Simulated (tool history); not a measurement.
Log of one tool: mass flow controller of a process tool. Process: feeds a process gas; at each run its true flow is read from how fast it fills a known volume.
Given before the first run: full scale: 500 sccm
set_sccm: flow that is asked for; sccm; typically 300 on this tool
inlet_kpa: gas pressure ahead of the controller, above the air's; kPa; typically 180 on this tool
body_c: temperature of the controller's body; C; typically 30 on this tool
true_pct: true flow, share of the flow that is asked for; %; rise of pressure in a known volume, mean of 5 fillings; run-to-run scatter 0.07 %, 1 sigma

{"run": 1, "hour": 0.0, "set_sccm": 300, "inlet_kpa": 180, "body_c": 30, "true_pct": 99.53}
{"run": 2, "hour": 340.4, "set_sccm": 300, "inlet_kpa": 180, "body_c": 30, "true_pct": 99.52}
{"run": 3, "hour": 577.7, "set_sccm": 300, "inlet_kpa": 180, "body_c": 30, "true_pct": 99.61}
{"run": 4, "hour": 876.5, "set_sccm": 300, "inlet_kpa": 257, "body_c": 30, "true_pct": 99.75}
{"run": 5, "hour": 1250.0, "set_sccm": 300, "inlet_kpa": 257, "body_c": 30, "true_pct": 99.73}
{"run": 6, "hour": 1644.1, "set_sccm": 300, "inlet_kpa": 257, "body_c": 30, "true_pct": 99.81}
{"run": 7, "hour": 2110.0, "set_sccm": 96, "inlet_kpa": 257, "body_c": 30, "true_pct": 98.09}
{"run": 8, "hour": 2322.4, "set_sccm": 96, "inlet_kpa": 257, "body_c": 30, "true_pct": 98.04}
{"run": 9, "hour": 2681.2, "set_sccm": 300, "inlet_kpa": 180, "body_c": 30, "true_pct": 99.55}
{"run": 10, "hour": 2979.9, "set_sccm": 162, "inlet_kpa": 180, "body_c": 30, "true_pct": 98.84}
{"run": 11, "hour": 3386.7, "set_sccm": 162, "inlet_kpa": 191, "body_c": 30, "true_pct": 98.72}
{"run": 12, "hour": 3824.1, "set_sccm": 162, "inlet_kpa": 191, "body_c": 30, "true_pct": 99.0}
{"run": 13, "hour": 4287.6, "set_sccm": 162, "inlet_kpa": 191, "body_c": 30, "true_pct": 98.76}
{"run": 14, "hour": 4717.9, "set_sccm": 162, "inlet_kpa": 191, "body_c": 30, "true_pct": 98.92}
{"run": 15, "hour": 4996.6, "set_sccm": 162, "inlet_kpa": 191, "body_c": 30, "true_pct": 98.88}
{"run": 16, "hour": 5353.5, "set_sccm": 300, "inlet_kpa": 264, "body_c": 34, "true_pct": 99.7}
{"hour": 5381.7, "done": "controller's zero set anew"}
{"run": 17, "hour": 5644.1, "set_sccm": 300, "inlet_kpa": 190, "body_c": 39, "true_pct": 99.16}
{"run": 18, "hour": 6063.3, "set_sccm": 122, "inlet_kpa": 180, "body_c": 30, "true_pct": 97.78}
{"run": 19, "hour": 6422.1, "set_sccm": 480, "inlet_kpa": 180, "body_c": 30, "true_pct": 100.5}
{"hour": 6808.6, "done": "controller's zero set anew, once more"}
{"run": 20, "hour": 6876.1, "set_sccm": 67, "inlet_kpa": 180, "body_c": 22, "true_pct": 100.6}
{"run": 21, "hour": 7223.4, "set_sccm": 207, "inlet_kpa": 168, "body_c": 23, "true_pct": 100.88}
{"run": 22, "hour": 7457.1, "set_sccm": 300, "inlet_kpa": 152, "body_c": 30, "true_pct": 100.81}
{"run": 23, "hour": 7706.7, "set_sccm": 300, "inlet_kpa": 217, "body_c": 21, "true_pct": 101.48}

Forecast run 24:
{"run": 24, "hour": 8074.1, "set_sccm": 300, "inlet_kpa": 217, "body_c": 21, "true_pct": "?"}

Run 24 came out at true_pct 101.64 %.
The same run, on a tool lacking any hidden state, would have yielded true_pct 99.95 %.

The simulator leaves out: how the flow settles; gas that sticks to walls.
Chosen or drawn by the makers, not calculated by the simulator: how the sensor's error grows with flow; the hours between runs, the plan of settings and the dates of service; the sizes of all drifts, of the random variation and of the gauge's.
